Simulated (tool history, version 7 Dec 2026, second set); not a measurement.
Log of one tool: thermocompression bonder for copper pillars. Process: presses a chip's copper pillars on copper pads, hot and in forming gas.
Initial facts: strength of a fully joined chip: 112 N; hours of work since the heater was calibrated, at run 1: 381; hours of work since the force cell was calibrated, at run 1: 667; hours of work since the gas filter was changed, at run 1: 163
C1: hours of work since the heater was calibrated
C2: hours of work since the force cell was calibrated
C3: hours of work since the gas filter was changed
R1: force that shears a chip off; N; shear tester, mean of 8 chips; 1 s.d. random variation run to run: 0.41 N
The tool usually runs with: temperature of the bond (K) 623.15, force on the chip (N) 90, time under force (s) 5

{"run": 1, "hour": 0.0, "temperature of the bond (K)": 623.15, "force on the chip (N)": 90, "time under force (s)": 5, "C1": 381, "C2": 667, "C3": 163, "R1": 72.6}
{"run": 2, "hour": 15.4, "temperature of the bond (K)": 623.15, "force on the chip (N)": 90, "time under force (s)": 5, "C1": 393, "C2": 678, "C3": 174, "R1": 71.6}
{"run": 3, "hour": 28.9, "temperature of the bond (K)": 623.15, "force on the chip (N)": 90, "time under force (s)": 8, "C1": 403, "C2": 689, "C3": 185, "R1": 81.7}
{"run": 4, "hour": 38.8, "temperature of the bond (K)": 623.15, "force on the chip (N)": 90, "time under force (s)": 5, "C1": 411, "C2": 696, "C3": 192, "R1": 72}
{"run": 5, "hour": 55.7, "temperature of the bond (K)": 623.15, "force on the chip (N)": 90, "time under force (s)": 6, "C1": 424, "C2": 709, "C3": 205, "R1": 76.8}
{"run": 6, "hour": 69.5, "temperature of the bond (K)": 623.15, "force on the chip (N)": 90, "time under force (s)": 5, "C1": 434, "C2": 719, "C3": 216, "R1": 72.1}
{"run": 7, "hour": 77.7, "temperature of the bond (K)": 638.15, "force on the chip (N)": 90, "time under force (s)": 5, "C1": 440, "C2": 726, "C3": 222, "R1": 79}
{"run": 8, "hour": 85.9, "temperature of the bond (K)": 623.15, "force on the chip (N)": 90, "time under force (s)": 5, "C1": 447, "C2": 732, "C3": 228, "R1": 72.9}
{"run": 9, "hour": 99.9, "temperature of the bond (K)": 635.15, "force on the chip (N)": 90, "time under force (s)": 5, "C1": 457, "C2": 743, "C3": 239, "R1": 77.3}
{"run": 10, "hour": 116.5, "temperature of the bond (K)": 623.15, "force on the chip (N)": 90, "time under force (s)": 5, "C1": 470, "C2": 755, "C3": 251, "R1": 72.7}
{"run": 11, "hour": 131.9, "temperature of the bond (K)": 623.15, "force on the chip (N)": 90, "time under force (s)": 5, "C1": 482, "C2": 767, "C3": 263, "R1": 72.8}
{"run": 12, "hour": 142.0, "temperature of the bond (K)": 623.15, "force on the chip (N)": 90, "time under force (s)": 5, "C1": 489, "C2": 775, "C3": 271, "R1": 72.7}
{"run": 13, "hour": 155.2, "temperature of the bond (K)": 607.15, "force on the chip (N)": 90, "time under force (s)": 8, "C1": 499, "C2": 785, "C3": 281, "R1": 74.5}
{"run": 14, "hour": 172.8, "temperature of the bond (K)": 607.15, "force on the chip (N)": 90, "time under force (s)": 8, "C1": 513, "C2": 798, "C3": 294, "R1": 73.8}

What does the tool deliver on the next run?
{"run": 15, "hour": 184.8, "temperature of the bond (K)": 607.15, "force on the chip (N)": 90, "time under force (s)": 8, "C1": 522, "C2": 807, "C3": 303, "R1": "?"}

Run 15 produced R1 74.2 N.
The same run, on a tool lacking any hidden state, would have yielded R1 74.3 N.
